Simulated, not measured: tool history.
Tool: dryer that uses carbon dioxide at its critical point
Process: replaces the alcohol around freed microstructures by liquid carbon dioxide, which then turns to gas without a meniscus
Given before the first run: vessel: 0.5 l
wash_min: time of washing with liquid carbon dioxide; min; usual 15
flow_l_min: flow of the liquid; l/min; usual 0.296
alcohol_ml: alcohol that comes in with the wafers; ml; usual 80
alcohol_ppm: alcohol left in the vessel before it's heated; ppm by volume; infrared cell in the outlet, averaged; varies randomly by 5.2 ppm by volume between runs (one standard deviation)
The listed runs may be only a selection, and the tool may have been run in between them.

Run 1, hour 0: usual settings. Result: alcohol_ppm 153 ppm by volume.
Run 2, hour 6.4: usual settings. Result: alcohol_ppm 158 ppm by volume.
Run 3, hour 15.4: usual settings. Result: alcohol_ppm 157 ppm by volume.
Run 4, hour 19.1: usual settings. Result: alcohol_ppm 157 ppm by volume.
Run 5, hour 27.6: usual settings. Result: alcohol_ppm 163 ppm by volume.
Run 6, hour 33.5: usual settings but wash_min 19 min, flow_l_min 0.421 l/min, alcohol_ml 27 ml. Result: alcohol_ppm 46 ppm by volume.
Run 7, hour 38.1: usual settings but wash_min 13 min, flow_l_min 0.216 l/min, alcohol_ml 76 ml. Result: alcohol_ppm 1786 ppm by volume.
Run 8, hour 43.2: usual settings but wash_min 21 min, flow_l_min 0.216 l/min, alcohol_ml 55 ml. Result: alcohol_ppm 93 ppm by volume.
Run 9, hour 48.6: usual settings but wash_min 21 min, flow_l_min 0.216 l/min, alcohol_ml 55 ml. Result: alcohol_ppm 92 ppm by volume.
Run 10, hour 54.7: usual settings but wash_min 10 min, flow_l_min 0.216 l/min, alcohol_ml 38 ml. Result: alcohol_ppm 1993 ppm by volume.

Not shown: 1 entry that the log had between the listed runs. Between which runs, and how does the tool's hidden state differ before and after?
Between runs 7 and 8: inlet filter changed (hour 41.5)
  flow that reaches the vessel past the clogged filter, %: 94.4 -> 99.6; alcohol in the recycled carbon dioxide, ppm: 43.3 -> 44.3
  the result without the hidden state subtracted from the measured one, alcohol_ppm: +445 -> +41 ppm by volume
